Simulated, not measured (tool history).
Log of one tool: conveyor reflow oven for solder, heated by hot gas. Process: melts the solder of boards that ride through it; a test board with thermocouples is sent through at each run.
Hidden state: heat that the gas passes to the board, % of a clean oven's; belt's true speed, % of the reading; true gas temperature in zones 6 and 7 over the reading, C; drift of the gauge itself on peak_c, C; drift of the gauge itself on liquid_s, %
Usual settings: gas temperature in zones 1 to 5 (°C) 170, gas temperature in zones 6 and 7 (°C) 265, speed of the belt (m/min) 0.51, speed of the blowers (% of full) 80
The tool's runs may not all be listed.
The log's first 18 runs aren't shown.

run    hour  gas temperature in zones 1 to 5 (°C)  gas temperature in zones 6 and 7 (°C)  speed of the belt (m/min)  speed of the blowers (% of full)  hours of work since the flux was cleaned out  hours of work since the belt drive was overhauled  hours of work since the thermocouples were changed  highest temperature of the board (°C)  time above the solder's melting point (s)
 19   704.1                                   158                                    265                       0.51                                83                                           162                                                373                                                 591                                 252.31                                      49.73
 20   740.8                                   160                                    267                       0.51                                80                                           179                                                391                                                 609                                 253.78                                      50.69
      791.8  -- thermocouples of zones 6 and 7 changed
 21   791.8                                   168                                    265                      0.455                                80                                           203                                                415                                                   0                                 255.12                                      61.43
      813.6  -- flux residue cleaned out of gas plates and filters
 22   832.2                                   168                                    265                      0.455                                80                                             9                                                432                                                  17                                 255.73                                      62.07
 23   887.1                                   175                                    265                      0.458                                80                                            36                                                458                                                  44                                 256.21                                      64.28
 24   915.9                                   175                                    265                      0.458                                80                                            49                                                472                                                  58                                 256.16                                       64.2
 25   944.1                                   156                                    277                      0.458                                51                                            63                                                486                                                  71                                 255.09                                      54.97
 26   986.9                                   156                                    270                      0.458                                51                                            84                                                506                                                  92                                 248.88                                      50.13
 27  1030.2                                   156                                    259                      0.498                                51                                           105                                                527                                                 113                                 236.17                                      33.12
 28  1062.1                                   183                                    259                      0.498                                90                                           120                                                543                                                 128                                 251.43                                      59.43
 29    1118                                   158                                    263                      0.529                                52                                           147                                                570                                                 155                                 237.93                                      32.96
 30  1169.6                                   170                                    262                      0.608                                75                                           172                                                595                                                 180                                 243.56                                      37.35

Forecast each of these 3 alternatives for the next run:
  A  1195.5                                   162                                    267                      0.608                                63                                           184                                                607                                                 193                                      ?                                          ?
  B  1195.5                                   170                                    262                      0.432                                75                                           184                                                607                                                 193                                      ?                                          ?
  C  1195.5                                   177                                    262                      0.443                                75                                           184                                                607                                                 193                                      ?                                          ?

run  highest temperature of the board (°C)  time above the solder's melting point (s)
  A                                 241.39                                      32.53
  B                                 253.25                                      64.73
  C                                 253.43                                      65.48
Without the tool's hidden state the same runs would have given:
run  highest temperature of the board (°C)  time above the solder's melting point (s)
  A                                 241.13                                      32.01
  B                                  252.9                                      63.87
  C                                 253.08                                      64.62
